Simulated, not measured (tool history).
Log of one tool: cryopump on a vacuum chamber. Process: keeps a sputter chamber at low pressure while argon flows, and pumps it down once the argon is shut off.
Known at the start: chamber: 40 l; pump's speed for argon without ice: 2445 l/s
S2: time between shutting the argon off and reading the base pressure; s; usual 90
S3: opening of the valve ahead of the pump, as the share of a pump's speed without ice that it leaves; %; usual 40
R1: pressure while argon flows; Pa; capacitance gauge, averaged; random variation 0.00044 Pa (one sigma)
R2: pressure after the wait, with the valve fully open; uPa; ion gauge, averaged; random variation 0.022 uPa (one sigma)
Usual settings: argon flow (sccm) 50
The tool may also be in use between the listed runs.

run 1 day=0 | argon_flow_(sccm)=50 S2=90 S3=40 | R1=0.0873 R2=1.71
run 2 day=0.629 | argon_flow_(sccm)=50 S2=90 S3=40 | R1=0.0882 R2=1.72
run 3 day=1.075 | argon_flow_(sccm)=50 S2=90 S3=40 | R1=0.0873 R2=1.72
run 4 day=1.55 | argon_flow_(sccm)=50 S2=90 S3=40 | R1=0.0883 R2=1.74
run 5 day=2.183 | argon_flow_(sccm)=50 S2=90 S3=40 | R1=0.0887 R2=1.78
run 6 day=2.808 | argon_flow_(sccm)=50 S2=90 S3=40 | R1=0.0876 R2=1.76
run 7 day=3.329 | argon_flow_(sccm)=50 S2=90 S3=40 | R1=0.0893 R2=1.75
run 8 day=3.638 | argon_flow_(sccm)=50 S2=90 S3=40 | R1=0.0886 R2=1.83
run 9 day=3.942 | argon_flow_(sccm)=50 S2=90 S3=40 | R1=0.0881 R2=1.78
run 10 day=4.317 | argon_flow_(sccm)=24 S2=90 S3=40 | R1=0.0425 R2=1.8
run 11 day=4.729 | argon_flow_(sccm)=24 S2=23 S3=40 | R1=0.0425 R2=3.05
run 12 day=5.254 | argon_flow_(sccm)=77 S2=118 S3=16 | R1=0.3378 R2=1.71
run 13 day=5.671 | argon_flow_(sccm)=23 S2=296 S3=40 | R1=0.0407 R2=1.55
run 14 day=6.146 | argon_flow_(sccm)=58 S2=66 S3=29 | R1=0.1404 R2=2.01
run 15 day=6.717 | argon_flow_(sccm)=36 S2=135 S3=29 | R1=0.0875 R2=1.72
run 16 day=7.262 | argon_flow_(sccm)=36 S2=135 S3=36 | R1=0.0712 R2=1.7
run 17 day=7.858 | argon_flow_(sccm)=50 S2=196 S3=54 | R1=0.0667 R2=1.64
run 18 day=8.321 | argon_flow_(sccm)=50 S2=102 S3=57 | R1=0.0625 R2=1.84
run 19 day=8.892 | argon_flow_(sccm)=50 S2=27 S3=38 | R1=0.0937 R2=2.96

The next listed run, before its measurement:
run 20 day=9.442 | argon_flow_(sccm)=50 S2=27 S3=38 | R1=? R2=?

{"run 20": {"R1": 0.0931, "R2": 3.02}}
Without the tool's hidden state the same run would have given R1 0.0904 Pa, R2 1.73 uPa.
